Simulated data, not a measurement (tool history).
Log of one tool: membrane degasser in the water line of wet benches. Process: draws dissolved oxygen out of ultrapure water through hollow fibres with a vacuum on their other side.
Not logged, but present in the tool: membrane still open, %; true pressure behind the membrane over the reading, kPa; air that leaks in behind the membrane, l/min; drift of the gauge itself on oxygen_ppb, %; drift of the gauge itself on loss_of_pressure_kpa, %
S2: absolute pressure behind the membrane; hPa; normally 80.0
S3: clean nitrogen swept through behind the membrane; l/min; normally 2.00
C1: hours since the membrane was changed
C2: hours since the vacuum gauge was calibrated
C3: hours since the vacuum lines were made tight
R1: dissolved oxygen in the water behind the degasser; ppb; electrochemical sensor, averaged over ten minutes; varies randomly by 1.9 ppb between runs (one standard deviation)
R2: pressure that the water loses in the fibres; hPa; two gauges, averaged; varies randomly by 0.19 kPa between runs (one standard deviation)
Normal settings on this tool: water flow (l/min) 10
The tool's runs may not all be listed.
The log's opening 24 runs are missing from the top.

run 25 hour=3233.1 | water_flow_(l/min)=9 S2=75.0 S3=2.49 | C1=7435 C2=3425 C3=627 | R1=140.4 R2=369.2
run 26 hour=3406.5 | water_flow_(l/min)=9 S2=75.0 S3=2.49 | C1=7608 C2=3599 C3=800 | R1=141.8 R2=364.9
run 27 hour=3510.0 | water_flow_(l/min)=8 S2=75.7 S3=1.73 | C1=7712 C2=3702 C3=904 | R1=118.8 R2=325.5
run 28 hour=3644.3 | water_flow_(l/min)=8 S2=75.7 S3=1.73 | C1=7846 C2=3836 C3=1038 | R1=117.6 R2=324.6
run 29 hour=3755.6 | water_flow_(l/min)=11 S2=80.0 S3=2.28 | C1=7957 C2=3948 C3=1149 | R1=255.1 R2=445.3
run 30 hour=3869.8 | water_flow_(l/min)=9 S2=72.4 S3=1.40 | C1=8072 C2=4062 C3=1264 | R1=168.4 R2=366.8
run 31 hour=3997.6 | water_flow_(l/min)=9 S2=79.3 S3=2.00 | C1=8199 C2=4190 C3=1391 | R1=155.3 R2=365.3
run 32 hour=4089.7 | water_flow_(l/min)=9 S2=79.3 S3=1.65 | C1=8292 C2=4282 C3=1484 | R1=169.0 R2=364.8

Below are 3 alternative next runs, each starting from the tool's condition after run 32. Predict each:
run A hour=4270.8 | water_flow_(l/min)=9 S2=168.1 S3=1.65 | C1=8473 C2=4463 C3=1665 | R1=? R2=?
run B hour=4270.8 | water_flow_(l/min)=11 S2=56.7 S3=4.85 | C1=8473 C2=4463 C3=1665 | R1=? R2=?
run C hour=4270.8 | water_flow_(l/min)=7 S2=80.0 S3=0.88 | C1=8473 C2=4463 C3=1665 | R1=? R2=?

run=A R1=280.2 R2=363.9
run=B R1=219.9 R2=448.7
run=C R1=135.7 R2=285.3
With no hidden state in the tool, these same runs would have given:
run=A R1=259.6 R2=350.0
run=B R1=190.4 R2=431.6
run=C R1=122.1 R2=274.5

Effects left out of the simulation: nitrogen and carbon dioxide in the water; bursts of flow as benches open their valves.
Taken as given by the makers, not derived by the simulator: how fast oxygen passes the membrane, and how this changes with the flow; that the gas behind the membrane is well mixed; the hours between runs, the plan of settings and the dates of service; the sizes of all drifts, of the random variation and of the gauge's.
